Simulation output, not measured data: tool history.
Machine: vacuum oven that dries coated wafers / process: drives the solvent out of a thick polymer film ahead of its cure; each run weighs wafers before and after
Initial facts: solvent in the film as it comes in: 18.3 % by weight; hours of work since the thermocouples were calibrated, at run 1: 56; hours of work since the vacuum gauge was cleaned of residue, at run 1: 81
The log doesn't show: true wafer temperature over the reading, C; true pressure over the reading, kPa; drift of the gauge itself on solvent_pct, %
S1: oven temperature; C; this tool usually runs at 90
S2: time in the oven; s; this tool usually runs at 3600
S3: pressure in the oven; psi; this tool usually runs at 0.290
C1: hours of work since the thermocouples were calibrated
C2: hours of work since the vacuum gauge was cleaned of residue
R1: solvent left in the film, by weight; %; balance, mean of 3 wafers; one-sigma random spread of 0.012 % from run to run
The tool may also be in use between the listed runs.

| run | hour | S1 | S2 | S3 | C1 | C2 | R1 |
|---|---|---|---|---|---|---|---|
| 1 | 0.0 | 90 | 3600 | 0.290 | 56 | 81 | 2.61 |
| 2 | 12.5 | 90 | 3600 | 0.290 | 65 | 89 | 2.62 |
| 3 | 20.5 | 90 | 3600 | 0.290 | 70 | 95 | 2.60 |
| 4 | 32.1 | 90 | 3600 | 0.437 | 78 | 103 | 3.23 |
| 5 | 41.7 | 90 | 3600 | 0.437 | 85 | 109 | 3.22 |
| 6 | 54.3 | 90 | 3600 | 0.437 | 93 | 118 | 3.22 |
| 7 | 66.9 | 90 | 3600 | 0.437 | 102 | 127 | 3.20 |
| 8 | 80.8 | 90 | 2100 | 0.290 | 111 | 136 | 4.73 |
| 9 | 94.4 | 90 | 2100 | 0.290 | 121 | 145 | 4.73 |
| 10 | 101.1 | 90 | 3600 | 0.303 | 125 | 150 | 2.65 |
| 11 | 113.3 | 90 | 3600 | 0.619 | 134 | 158 | 3.97 |
| 12 | 120.0 | 90 | 3360 | 0.290 | 138 | 163 | 2.81 |
| 13 | 130.0 | 90 | 4260 | 0.290 | 145 | 170 | 2.16 |
| 14 | 139.7 | 90 | 4260 | 0.290 | 152 | 176 | 2.13 |
| 15 | 150.7 | 90 | 4260 | 0.290 | 159 | 184 | 2.16 |
| 16 | 161.1 | 90 | 4260 | 0.290 | 166 | 191 | 2.14 |
| 17 | 169.3 | 88 | 2460 | 0.985 | 172 | 196 | 7.42 |
| 18 | 180.4 | 78 | 3600 | 0.226 | 179 | 204 | 5.88 |
| 19 | 187.4 | 95 | 3420 | 0.226 | 184 | 209 | 1.54 |
| 20 | 196.7 | 90 | 4740 | 0.503 | 190 | 215 | 2.83 |
| 21 | 209.0 | 90 | 4740 | 0.503 | 199 | 223 | 2.84 |
| 22 | 218.0 | 90 | 3120 | 0.650 | 205 | 230 | 4.49 |
| 23 | 231.0 | 82 | 3600 | 0.511 | 214 | 239 | 5.94 |
| 24 | 244.7 | 90 | 3540 | 0.290 | 223 | 248 | 2.61 |
| 25 | 255.5 | 81 | 2280 | 0.273 | 231 | 255 | 7.28 |
| 26 | 261.8 | 81 | 2280 | 0.273 | 235 | 260 | 7.24 |
| 27 | 275.9 | 81 | 2280 | 0.273 | 244 | 269 | 7.25 |

Alternative continuations, all from the tool just after run 27; predict every row:
| A | 290.4 | 90 | 5400 | 0.416 | 254 | 279 | ? |
| B | 290.4 | 92 | 3240 | 0.405 | 254 | 279 | ? |
| C | 290.4 | 89 | 6120 | 0.219 | 254 | 279 | ? |
| D | 290.4 | 90 | 2400 | 0.674 | 254 | 279 | ? |

| run | R1 |
|---|---|
| A | 2.26 |
| B | 2.89 |
| C | 1.35 |
| D | 5.52 |
With no hidden state in the tool, these same runs would have given:
| run | R1 |
|---|---|
| A | 2.30 |
| B | 2.97 |
| C | 1.36 |
| D | 5.65 |
